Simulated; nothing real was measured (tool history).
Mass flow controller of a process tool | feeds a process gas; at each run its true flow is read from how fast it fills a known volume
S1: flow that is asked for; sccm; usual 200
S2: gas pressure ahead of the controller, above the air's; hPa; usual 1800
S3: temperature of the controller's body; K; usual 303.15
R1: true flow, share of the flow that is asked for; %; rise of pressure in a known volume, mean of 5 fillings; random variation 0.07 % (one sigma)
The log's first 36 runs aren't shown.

Run 37, hour 6383.8: usual settings but S1 461 sccm, S2 1810 hPa, S3 309.15 K. Result: R1 97.38 %.
Run 38, hour 6491.0: usual settings but S1 272 sccm, S2 1810 hPa, S3 310.15 K. Result: R1 96.34 %.
Run 39, hour 6670.1: usual settings but S1 119 sccm, S2 2140 hPa, S3 294.15 K. Result: R1 97.07 %.
Run 40, hour 6929.3: usual settings but S1 137 sccm, S2 1680 hPa, S3 299.15 K. Result: R1 96.53 %.
Run 41, hour 7173.7: usual settings but S1 137 sccm, S2 1680 hPa, S3 299.15 K. Result: R1 96.48 %.
Run 42, hour 7363.6: usual settings but S1 137 sccm, S2 1680 hPa, S3 299.15 K. Result: R1 96.31 %.
At hour 7561.3: controller exchanged for a calibrated one.
Run 43, hour 7561.3: usual settings but S1 137 sccm, S2 2170 hPa, S3 299.15 K. Result: R1 96.31 %.
Run 44, hour 7672.7: usual settings but S1 60 sccm, S2 1540 hPa. Result: R1 95.27 %.
Run 45, hour 7897.9: usual settings but S1 102 sccm, S2 1670 hPa, S3 300.15 K. Result: R1 95.91 %.
Run 46, hour 8115.8: usual settings but S1 181 sccm, S2 2520 hPa, S3 295.15 K. Result: R1 96.83 %.
Run 47, hour 8338.2: usual settings but S1 164 sccm, S3 302.15 K. Result: R1 95.87 %.
Run 48, hour 8455.9: usual settings but S1 60 sccm, S2 1830 hPa. Result: R1 95.07 %.

Forecast each of these 4 alternatives for the next run:
Run A, hour 8594.4: usual settings but S1 120 sccm, S2 2470 hPa, S3 306.15 K. Result: R1 ?.
Run B, hour 8594.4: usual settings but S1 274 sccm, S2 2100 hPa, S3 293.15 K. Result: R1 ?.
Run C, hour 8594.4: usual settings but S1 60 sccm, S2 2620 hPa. Result: R1 ?.
Run D, hour 8594.4: usual settings but S1 150 sccm, S2 1910 hPa. Result: R1 ?.

run     R1
  A  95.36
  B  97.23
  C  95.15
  D  95.53
Without the tool's hidden state the same runs would have given:
run     R1
  A  97.34
  B  99.25
  C  97.13
  D  97.51
